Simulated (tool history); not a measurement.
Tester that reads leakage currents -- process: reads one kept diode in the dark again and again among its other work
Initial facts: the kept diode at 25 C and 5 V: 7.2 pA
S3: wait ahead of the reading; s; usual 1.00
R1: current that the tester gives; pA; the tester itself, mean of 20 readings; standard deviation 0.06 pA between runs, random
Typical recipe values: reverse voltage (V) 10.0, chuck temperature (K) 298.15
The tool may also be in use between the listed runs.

Run 1, day 0.000: usual settings. Result: R1 19.57 pA.
Run 2, day 4.467: usual settings. Result: R1 20.09 pA.
Run 3, day 12.862: usual settings but chuck temperature (K) 307.15. Result: R1 31.93 pA.
Run 4, day 20.067: usual settings but reverse voltage (V) 7.9, chuck temperature (K) 307.15. Result: R1 28.81 pA.
Run 5, day 25.925: usual settings but reverse voltage (V) 7.9, chuck temperature (K) 307.15. Result: R1 29.33 pA.
Run 6, day 34.471: usual settings but reverse voltage (V) 7.9, chuck temperature (K) 307.15. Result: R1 30.46 pA.
Run 7, day 41.062: usual settings but chuck temperature (K) 309.15. Result: R1 39.33 pA.
Run 8, day 49.150: usual settings but chuck temperature (K) 309.15. Result: R1 40.43 pA.
Run 9, day 58.012: usual settings but chuck temperature (K) 306.15. Result: R1 36.29 pA.
Run 10, day 65.762: usual settings but reverse voltage (V) 1.5. Result: R1 8.08 pA.
Run 11, day 72.642: usual settings but reverse voltage (V) 1.5. Result: R1 8.09 pA.
Run 12, day 77.588: usual settings. Result: R1 28.02 pA.
Run 13, day 85.083: usual settings. Result: R1 29.02 pA.
Run 14, day 92.500: usual settings but reverse voltage (V) 1.1, chuck temperature (K) 300.15, S3 0.74 s. Result: R1 8.19 pA.
At day 93.325: tester calibrated.
At day 97.283: chuck's temperature calibrated.
Run 15, day 102.262: usual settings but chuck temperature (K) 327.15, S3 9.13 s. Result: R1 113.98 pA.
Run 16, day 109.004: usual settings but chuck temperature (K) 327.15, S3 0.45 s. Result: R1 118.33 pA.
Run 17, day 114.258: usual settings but chuck temperature (K) 327.15, S3 0.45 s. Result: R1 119.35 pA.
Run 18, day 122.438: usual settings but chuck temperature (K) 327.15, S3 0.45 s. Result: R1 121.53 pA.
At day 129.262: tester calibrated, once more.
Run 19, day 129.262: usual settings but S3 2.41 s. Result: R1 31.73 pA.
Run 20, day 138.925: usual settings but reverse voltage (V) 6.2, chuck temperature (K) 295.15, S3 1.73 s. Result: R1 20.90 pA.
Run 21, day 145.521: usual settings but reverse voltage (V) 2.8, chuck temperature (K) 295.15, S3 1.73 s. Result: R1 11.56 pA.
Run 22, day 155.125: usual settings but reverse voltage (V) 2.8, chuck temperature (K) 295.15, S3 1.73 s. Result: R1 11.87 pA.
Run 23, day 162.329: usual settings but chuck temperature (K) 302.15, S3 1.88 s. Result: R1 39.59 pA.

5 ways to go on from here, each from the tool as it stands after run 23. What would each give?
Run A, day 168.258: usual settings but reverse voltage (V) 2.5, chuck temperature (K) 301.15, S3 1.61 s. Result: R1 ?.
Run B, day 168.258: usual settings but reverse voltage (V) 9.0. Result: R1 ?.
Run C, day 168.258: usual settings but reverse voltage (V) 10.6, S3 0.51 s. Result: R1 ?.
Run D, day 168.258: usual settings but reverse voltage (V) 2.5, chuck temperature (K) 295.15, S3 1.11 s. Result: R1 ?.
Run E, day 168.258: usual settings but chuck temperature (K) 300.15, S3 1.88 s. Result: R1 ?.

run     R1
  A  14.82
  B  33.57
  C  40.32
  D  11.38
  E  37.83
Stripped of hidden state, with their random variation kept, the same runs would have yielded:
run     R1
  A   7.84
  B  10.32
  C  12.86
  D   4.74
  E  11.87
